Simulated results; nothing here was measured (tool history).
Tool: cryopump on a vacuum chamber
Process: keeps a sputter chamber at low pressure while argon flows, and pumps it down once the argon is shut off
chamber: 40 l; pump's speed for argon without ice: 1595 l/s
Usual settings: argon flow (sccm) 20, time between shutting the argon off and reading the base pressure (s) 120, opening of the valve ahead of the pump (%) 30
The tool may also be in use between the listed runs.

run,hour,argon flow (sccm),time between shutting the argon off and reading the base pressure (s),opening of the valve ahead of the pump (%),pressure while argon flows (Pa),pressure after the wait (uPa)
1,0.0,20,120,30,0.0722,1.20
2,11.7,20,189,30,0.0719,0.98
3,27.3,20,189,30,0.0726,1.01
4,54.3,20,189,30,0.0723,1.10
5,73.4,20,189,30,0.0724,1.08
6,89.9,8,120,30,0.0287,1.36
7,113.9,8,120,51,0.0174,1.33
8,125.8,8,120,51,0.0174,1.38
9,138.5,8,120,51,0.0174,1.43
10,163.3,21,113,48,0.0486,1.47
11,179.0,28,46,48,0.0639,2.42
12,204.0,28,176,48,0.0648,1.34
13,218.9,13,40,21,0.0670,2.73
14,234.9,13,40,21,0.0669,2.71
15,252.3,35,104,21,0.1808,1.70
16,269.2,22,120,30,0.0797,1.57
17,293.4,9,286,18,0.0542,1.32
18,312.5,20,120,24,0.0905,1.70

Forecast each of these 5 alternatives for the next run:
A,327.9,20,120,33,?,?
B,327.9,17,267,32,?,?
C,327.9,22,24,41,?,?
D,327.9,31,111,35,?,?
E,327.9,20,173,30,?,?

run,pressure while argon flows (Pa),pressure after the wait (uPa)
A,0.0661,1.69
B,0.0580,1.35
C,0.0595,4.02
D,0.0981,1.70
E,0.0731,1.51
Without the tool's hidden state the same runs would have given:
run,pressure while argon flows (Pa),pressure after the wait (uPa)
A,0.0637,0.78
B,0.0559,0.47
C,0.0569,3.12
D,0.0943,0.81
E,0.0707,0.61

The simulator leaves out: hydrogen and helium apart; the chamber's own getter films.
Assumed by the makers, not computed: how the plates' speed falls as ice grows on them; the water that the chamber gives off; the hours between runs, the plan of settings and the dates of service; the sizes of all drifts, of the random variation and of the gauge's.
